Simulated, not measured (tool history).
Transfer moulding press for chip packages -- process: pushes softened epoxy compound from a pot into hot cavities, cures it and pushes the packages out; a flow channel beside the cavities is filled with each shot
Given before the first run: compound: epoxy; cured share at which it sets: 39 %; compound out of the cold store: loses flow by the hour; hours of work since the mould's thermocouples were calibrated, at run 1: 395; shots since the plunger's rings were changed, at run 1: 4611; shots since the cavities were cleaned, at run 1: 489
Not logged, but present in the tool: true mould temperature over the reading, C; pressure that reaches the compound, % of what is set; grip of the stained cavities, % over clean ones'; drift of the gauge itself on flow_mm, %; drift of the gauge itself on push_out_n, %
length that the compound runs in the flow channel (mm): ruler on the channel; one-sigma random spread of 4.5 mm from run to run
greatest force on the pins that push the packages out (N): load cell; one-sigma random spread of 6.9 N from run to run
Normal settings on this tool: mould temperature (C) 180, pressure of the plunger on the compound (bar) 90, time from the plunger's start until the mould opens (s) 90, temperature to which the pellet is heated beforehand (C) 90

run,day,mould temperature (C),pressure of the plunger on the compound (bar),time from the plunger's start until the mould opens (s),temperature to which the pellet is heated beforehand (C),hours of work since the mould's thermocouples were calibrated,shots since the plunger's rings were changed,shots since the cavities were cleaned,incoming compound's hours out of the cold store,length that the compound runs in the flow channel (mm),greatest force on the pins that push the packages out (N)
1,0,180,90,90,90,395,4611,489,23.4,572,576
# day 1.271: cavities cleaned with cleaning compound and waxed
2,1.271,180,90,90,90,412,4917,0,10.5,593,754
3,2.229,180,90,90,86,426,5159,242,25.8,559,722
4,3.058,184,90,90,90,438,5370,453,29.5,539,638
5,3.767,184,90,90,90,448,5549,632,16.5,569,599
# day 4.508: cavities cleaned with cleaning compound and waxed
6,5.062,184,90,90,90,466,5862,141,15.9,556,398
# day 5.283: cavities cleaned with cleaning compound and waxed, once more
7,5.958,184,90,90,90,478,6073,171,12.1,575,392
8,6.754,184,90,90,90,489,6275,373,42.1,489,493
9,7.6,184,90,90,90,501,6488,586,12.3,567,571
# day 8.246: plunger's sealing rings changed
10,8.338,184,90,90,90,510,23,747,24.2,608,576
# day 8.575: cavities cleaned with cleaning compound and waxed
11,9.212,184,90,90,90,522,229,161,9.3,659,415
12,10.125,184,90,90,90,535,460,392,19.8,621,491
13,10.729,184,90,90,90,543,613,545,36.9,564,528
14,11.462,184,90,90,90,554,799,731,32.2,577,580
# day 11.808: cavities cleaned with cleaning compound and waxed
15,12.75,180,90,90,90,571,1109,238,8.2,656,525
16,13.629,177,90,86,90,584,1331,460,28,602,746
17,14.762,177,90,86,90,600,1618,747,46.7,552,737
# day 15.017: cavities cleaned with cleaning compound and waxed
18,15.717,177,90,86,90,613,1844,177,44.2,561,544
# day 16.238: mould's thermocouples calibrated
19,16.429,181,90,86,99,3,2004,337,29.9,575,525
20,17.096,181,71.5,100,88,12,2173,506,41.3,487,499
21,18.15,180,90,90,87,27,2440,773,33.1,568,591

For run 22, what comes out?
# day 18.279: cavities cleaned with cleaning compound and waxed
22,18.833,180,90,90,87,36,2597,140,38.9,?,?

length that the compound runs in the flow channel (mm): 552
greatest force on the pins that push the packages out (N): 407
Minus the tool's unlogged condition, the same run would have read length that the compound runs in the flow channel (mm) 579, greatest force on the pins that push the packages out (N) 273.
